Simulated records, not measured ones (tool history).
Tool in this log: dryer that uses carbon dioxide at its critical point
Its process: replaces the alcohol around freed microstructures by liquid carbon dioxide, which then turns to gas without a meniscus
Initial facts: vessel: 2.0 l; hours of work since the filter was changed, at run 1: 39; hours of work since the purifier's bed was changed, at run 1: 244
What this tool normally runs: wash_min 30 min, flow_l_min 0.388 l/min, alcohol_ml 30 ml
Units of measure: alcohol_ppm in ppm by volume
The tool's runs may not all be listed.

run   hour  wash_min  flow_l_min  alcohol_ml  hours of work since the filter was changed  hours of work since the purifier's bed was changed  alcohol_ppm
  1    0.0        30       0.388          30                                          39                                                 244          316
  2   18.3        30       0.388         101                                          50                                                 254          923
  3   63.6        30       0.388         101                                          76                                                 280          976
  4   91.3        30       0.388          30                                          92                                                 296          352
  5  125.3        30       0.388          30                                         111                                                 316          362
  6  145.9        30       0.388          30                                         123                                                 328          374
  7  172.8        30       0.490          30                                         139                                                 343          182
  8  201.0        30       0.490          30                                         155                                                 359          192
  9  242.7        30       0.490          39                                         179                                                 383          227
 10  285.9        30       0.388          30                                         204                                                 408          430
 11  327.1        30       0.388          30                                         227                                                 432          422
 12  364.9        30       0.388         118                                         249                                                 453         1423
 13  388.1        30       0.388         118                                         262                                                 467         1463
 14  425.7        30       0.388         118                                         284                                                 488         1495

What will run 15 give?
     444.9  -- inlet filter changed
 15  445.6        30       0.388         118                                           0                                                 499            ?

alcohol_ppm: 1098 ppm by volume
The same run, on a tool lacking any hidden state, would have yielded alcohol_ppm 944 ppm by volume.
